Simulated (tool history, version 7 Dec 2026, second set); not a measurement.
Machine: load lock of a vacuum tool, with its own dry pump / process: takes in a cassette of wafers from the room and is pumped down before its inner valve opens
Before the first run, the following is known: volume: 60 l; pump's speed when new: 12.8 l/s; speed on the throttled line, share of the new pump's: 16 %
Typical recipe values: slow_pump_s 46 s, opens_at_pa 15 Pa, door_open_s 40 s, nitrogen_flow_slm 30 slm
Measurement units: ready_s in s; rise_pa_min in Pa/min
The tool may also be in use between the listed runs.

run      day  slow_pump_s  opens_at_pa  door_open_s  nitrogen_flow_slm  incoming humidity of the room's air, %  ready_s  rise_pa_min
  1        0           46           15           40                 30                                    44.7     81.4        0.073
  2   10.212           46           15           45                 30                                      45       82        0.088
  3   18.454           46           15           40                 30                                    46.5     81.8        0.086
  4   24.575           46           15           40                 30                                    42.5     81.7        0.082
  5   37.029           46           15           40                 30                                    44.9     81.9        0.091
  6   50.933           46           15           40                  9                                    45.3     81.8        0.108
  7   57.079           46           15          163                 30                                    46.2     81.8        0.117
  8   65.779           46           15           40                 30                                    44.4     81.7        0.092
  9   78.546           46           15           40                 30                                    44.6       82        0.097
 10   90.625           46           15           40                 30                                      45     81.9        0.099
 11   98.946           46           15           40                 30                                      39     82.1        0.102
 12  110.917           52           21          124                 30                                      44     85.4        0.125
 13  125.029           33           15          237                 40                                    47.3     71.7        0.135
 14  134.867           45           15           56                 11                                      44       81        0.129
 15  147.433           45           15           56                 11                                    45.7     81.5        0.133

Below are 3 alternative next runs, each starting from the tool's condition after run 15. Predict each:
  A  157.388           24           26           40                 30                                    44.7        ?            ?
  B  157.388           46           15           40                  8                                    45.8        ?            ?
  C  157.388           46           15           40                 22                                    43.3        ?            ?

run  ready_s  rise_pa_min
  A     61.9        0.115
  B     82.7         0.13
  C     82.6        0.118
Without the tool's unlogged condition, the same runs would have read:
run  ready_s  rise_pa_min
  A       59         0.03
  B     79.9        0.043
  C     79.9        0.031
